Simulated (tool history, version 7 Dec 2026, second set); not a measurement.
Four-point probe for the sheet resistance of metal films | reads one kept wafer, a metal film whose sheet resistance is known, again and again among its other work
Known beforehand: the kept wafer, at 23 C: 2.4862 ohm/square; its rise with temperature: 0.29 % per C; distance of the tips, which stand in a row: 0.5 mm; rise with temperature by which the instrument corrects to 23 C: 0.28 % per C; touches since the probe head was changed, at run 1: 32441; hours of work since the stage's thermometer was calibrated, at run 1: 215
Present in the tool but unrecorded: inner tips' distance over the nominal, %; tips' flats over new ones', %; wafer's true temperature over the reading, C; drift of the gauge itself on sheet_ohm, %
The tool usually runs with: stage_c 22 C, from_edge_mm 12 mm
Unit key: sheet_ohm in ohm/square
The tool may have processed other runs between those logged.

run	hour	stage_c	from_edge_mm	touches since the probe head was changed	hours of work since the stage's thermometer was calibrated	sheet_ohm
1	0	22	12	32441	215	2.477468
2	51.3	20	12	33819	237	2.477669
3	122.8	22	12	35741	267	2.478962
4	216.8	22	12	38271	307	2.478848
5	292.8	22	12	40313	339	2.479243
6	362.4	22	12	42185	368	2.478161
7	421.9	22	12	43783	394	2.478349
8	487.2	28	12	45539	421	2.479313
9	567	28	12	47686	455	2.479995
10	625.1	22	16	49247	480	2.478569
11	688.4	22	16	50948	506	2.478486
12	757.6	22	16	52810	536	2.478735
13	830	22	16	54755	566	2.478182
14	892.9	22	16	56446	593	2.478198
15	936.3	22	12	57613	611	2.479351
16	1034.2	22	12	60245	653	2.479555
17	1078.2	22	12	61428	671	2.479478
18	1131.4	22	4	62859	694	2.499178
19	1210.7	22	71	64991	728	2.477389
20	1293.2	22	71	67210	762	2.477827
21	1363.6	25	6	69102	792	2.487978
22	1409.6	31	46	70338	812	2.480782
23	1514.7	33	4	73165	856	2.502498
24	1583.7	33	4	75019	885	2.501612
25	1667.9	21	8	77284	921	2.482406
26	1717.6	31	6	78620	942	2.490028
27	1805	31	4	80968	979	2.501748
28	1894.8	21	12	83384	1017	2.480722
29	1981.5	25	69	85714	1054	2.480531
30	2062.2	22	14	87886	1088	2.480803
31	2141.9	25	46	90026	1122	2.479672
32	2240.9	25	46	92690	1164	2.48031
33	2338.2	32	30	95305	1205	2.48296
34	2385	32	30	96563	1225	2.482768
35	2481.4	31	73	99155	1266	2.48337
36	2530.7	19	12	100479	1286	2.481524
37	2592.8	29	12	102150	1313	2.48461
# hour 2640.7: stage's thermometer calibrated
38	2693.9	27	59	104853	23	2.483997
39	2765.7	32	22	106786	53	2.485754

Forecast each of these 5 alternatives for the next run:
A	2811.4	22	12	108013	72	?
B	2811.4	32	24	108013	72	?
C	2811.4	22	4	108013	72	?
D	2811.4	29	13	108013	72	?
E	2811.4	23	4	108013	72	?

run	sheet_ohm
A	2.485496
B	2.485339
C	2.503941
D	2.485882
E	2.503467
Without the tool's hidden state the same runs would have given:
run	sheet_ohm
A	2.488917
B	2.488751
C	2.507385
D	2.489297
E	2.50691
